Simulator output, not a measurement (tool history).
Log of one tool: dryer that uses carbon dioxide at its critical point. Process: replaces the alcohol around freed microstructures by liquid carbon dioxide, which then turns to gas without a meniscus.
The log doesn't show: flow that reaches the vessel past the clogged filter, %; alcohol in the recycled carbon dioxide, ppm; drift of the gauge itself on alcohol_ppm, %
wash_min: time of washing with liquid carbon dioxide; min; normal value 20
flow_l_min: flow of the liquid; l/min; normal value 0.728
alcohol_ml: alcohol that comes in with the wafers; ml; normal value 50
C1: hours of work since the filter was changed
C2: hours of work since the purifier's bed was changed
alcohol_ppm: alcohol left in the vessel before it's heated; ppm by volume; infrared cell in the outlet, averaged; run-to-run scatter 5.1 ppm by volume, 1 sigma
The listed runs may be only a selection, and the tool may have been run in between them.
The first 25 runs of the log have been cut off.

Run 26, hour 199.4: usual settings but flow_l_min 0.875 l/min, alcohol_ml 30 ml; C1 293; C2 210. Result: alcohol_ppm 75 ppm by volume.
Run 27, hour 205.0: usual settings but flow_l_min 0.729 l/min, alcohol_ml 30 ml; C1 297; C2 213. Result: alcohol_ppm 116 ppm by volume.
Run 28, hour 211.5: usual settings but wash_min 14 min; C1 301; C2 217. Result: alcohol_ppm 563 ppm by volume.
Run 29, hour 216.1: usual settings but wash_min 12 min, flow_l_min 1.049 l/min, alcohol_ml 39 ml; C1 303; C2 220. Result: alcohol_ppm 211 ppm by volume.
Run 30, hour 223.8: usual settings but wash_min 12 min, flow_l_min 1.049 l/min, alcohol_ml 39 ml; C1 308; C2 224. Result: alcohol_ppm 216 ppm by volume.
Run 31, hour 229.9: usual settings but wash_min 12 min, flow_l_min 1.049 l/min, alcohol_ml 39 ml; C1 312; C2 228. Result: alcohol_ppm 225 ppm by volume.
Run 32, hour 239.4: usual settings but wash_min 12 min, flow_l_min 1.049 l/min, alcohol_ml 39 ml; C1 317; C2 234. Result: alcohol_ppm 220 ppm by volume.
Run 33, hour 248.2: usual settings but wash_min 12 min, flow_l_min 1.049 l/min, alcohol_ml 39 ml; C1 323; C2 239. Result: alcohol_ppm 225 ppm by volume.
Run 34, hour 258.2: usual settings but wash_min 12 min, flow_l_min 0.461 l/min, alcohol_ml 109 ml; C1 329; C2 245. Result: alcohol_ppm 6543 ppm by volume.
Run 35, hour 263.2: usual settings but flow_l_min 1.003 l/min, alcohol_ml 27 ml; C1 332; C2 248. Result: alcohol_ppm 77 ppm by volume.
Run 36, hour 273.5: usual settings but wash_min 29 min, flow_l_min 1.003 l/min, alcohol_ml 27 ml; C1 338; C2 254. Result: alcohol_ppm 57 ppm by volume.
Run 37, hour 282.5: usual settings but wash_min 29 min, flow_l_min 1.003 l/min, alcohol_ml 27 ml; C1 343; C2 259. Result: alcohol_ppm 70 ppm by volume.
Run 38, hour 290.2: usual settings but wash_min 29 min, flow_l_min 1.003 l/min, alcohol_ml 27 ml; C1 348; C2 264. Result: alcohol_ppm 72 ppm by volume.
Run 39, hour 300.9: usual settings but flow_l_min 0.831 l/min; C1 354; C2 270. Result: alcohol_ppm 120 ppm by volume.
Run 40, hour 309.1: usual settings but wash_min 13 min, flow_l_min 0.594 l/min; C1 359; C2 275. Result: alcohol_ppm 1385 ppm by volume.
Run 41, hour 317.3: usual settings but wash_min 22 min, flow_l_min 1.190 l/min, alcohol_ml 21 ml; C1 364; C2 280. Result: alcohol_ppm 77 ppm by volume.
Run 42, hour 321.9: usual settings but wash_min 27 min, flow_l_min 1.067 l/min, alcohol_ml 70 ml; C1 367; C2 283. Result: alcohol_ppm 88 ppm by volume.
Run 43, hour 329.9: usual settings but wash_min 14 min, flow_l_min 1.046 l/min; C1 372; C2 288. Result: alcohol_ppm 173 ppm by volume.
Run 44, hour 338.9: usual settings but wash_min 12 min, flow_l_min 0.651 l/min, alcohol_ml 100 ml; C1 377; C2 293. Result: alcohol_ppm 2615 ppm by volume.
Run 45, hour 350.1: usual settings but wash_min 12 min, flow_l_min 0.552 l/min, alcohol_ml 92 ml; C1 384; C2 300. Result: alcohol_ppm 3701 ppm by volume.
Run 46, hour 356.5: usual settings but wash_min 12 min, flow_l_min 0.899 l/min, alcohol_ml 23 ml; C1 387; C2 304. Result: alcohol_ppm 276 ppm by volume.

5 ways to go on from here, each from the tool as it stands after run 46. What would each give?
Run A, hour 362.1: usual settings but wash_min 13 min, flow_l_min 0.631 l/min, alcohol_ml 60 ml; C1 391; C2 307. Result: alcohol_ppm ?.
Run B, hour 362.1: usual settings but wash_min 12 min, flow_l_min 0.899 l/min, alcohol_ml 92 ml; C1 391; C2 307. Result: alcohol_ppm ?.
Run C, hour 362.1: usual settings but wash_min 19 min, alcohol_ml 108 ml; C1 391; C2 307. Result: alcohol_ppm ?.
Run D, hour 362.1: usual settings but wash_min 22 min, flow_l_min 0.530 l/min, alcohol_ml 21 ml; C1 391; C2 307. Result: alcohol_ppm ?.
Run E, hour 362.1: usual settings but wash_min 21 min, flow_l_min 0.899 l/min, alcohol_ml 23 ml; C1 391; C2 307. Result: alcohol_ppm ?.

run  alcohol_ppm
  A         1394
  B          825
  C          359
  D          210
  E           83
With no hidden state in the tool, these same runs would have given:
run  alcohol_ppm
  A         1090
  B          583
  C          205
  D          102
  E            0
